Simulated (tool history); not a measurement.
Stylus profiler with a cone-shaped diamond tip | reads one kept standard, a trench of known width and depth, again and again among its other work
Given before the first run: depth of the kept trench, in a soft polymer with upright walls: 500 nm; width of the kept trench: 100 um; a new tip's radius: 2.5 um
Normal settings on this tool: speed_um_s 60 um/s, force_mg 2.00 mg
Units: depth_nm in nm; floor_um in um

run	hour	speed_um_s	force_mg	depth_nm	floor_um
1	0.0	60	2.00	510.27	95.07
2	38.4	60	2.00	510.22	95.04
3	61.6	60	2.00	510.17	94.95
4	105.7	60	2.00	510.46	94.95
5	148.2	60	2.00	510.35	94.91
6	180.6	60	2.00	510.51	94.91
7	214.8	60	2.00	510.45	94.87
8	260.8	60	2.00	506.61	96.56
9	296.1	60	2.00	506.36	96.49
10	320.6	60	2.00	506.41	96.51
11	353.6	60	2.00	506.68	96.50
12	391.0	60	2.00	506.79	96.46
13	419.5	19	2.00	506.66	96.70
14	450.8	19	1.31	505.19	96.66
15	475.4	111	2.00	506.62	96.06
16	514.8	30	2.00	506.84	96.55
17	558.9	22	2.00	507.04	96.50
18	596.0	60	2.00	507.27	96.26
19	636.6	60	2.00	507.13	96.19
20	678.5	60	2.00	506.93	96.18
21	714.9	60	2.00	507.28	96.17
22	757.1	60	2.00	507.27	96.09
23	803.5	60	2.00	507.07	96.06
24	839.8	60	2.00	507.44	96.01
25	879.8	78	2.00	507.29	95.90
26	902.7	78	2.00	507.81	95.85
27	947.2	78	2.00	507.64	95.84
28	984.8	212	1.80	507.07	94.97
29	1026.7	212	1.80	507.13	94.95
30	1069.5	58	1.92	507.62	95.88
31	1099.7	48	2.59	509.12	95.99
32	1134.9	48	2.59	508.90	95.90
33	1156.8	48	2.59	508.85	95.96
34	1179.0	147	4.89	513.13	95.60
35	1212.2	29	2.66	509.47	95.93
36	1245.1	78	2.13	508.38	95.65
37	1286.6	78	4.84	513.67	95.75
38	1325.7	235	2.25	508.46	94.73
39	1346.9	235	2.25	508.69	94.69
40	1375.9	235	2.25	508.73	94.66
41	1416.1	60	3.41	511.22	95.73
42	1460.5	60	3.41	511.21	95.63
43	1485.6	28	1.31	506.93	95.68
44	1504.8	43	1.44	507.55	95.58
45	1547.4	116	1.08	506.21	94.92
46	1595.0	23	4.09	512.75	95.72
47	1617.8	212	4.02	512.67	94.97

Missing from the log above: 1 entry noted between runs. For each, name the pair of listed runs it sits between and say how the tool's hidden condition differs from the listed run just before to the listed run just after:
Run 7 -> run 8: new tip fitted, height scale calibrated (hour 230.5)
  radius of the tip, um: 5.93 -> 2.61; height scale over the true one, %: 0.789 -> -0.02
  what was measured, less what the result would be without the hidden state, depth_nm: +4.00 -> -0.10 nm; floor_um: -1.77 -> -0.07 um
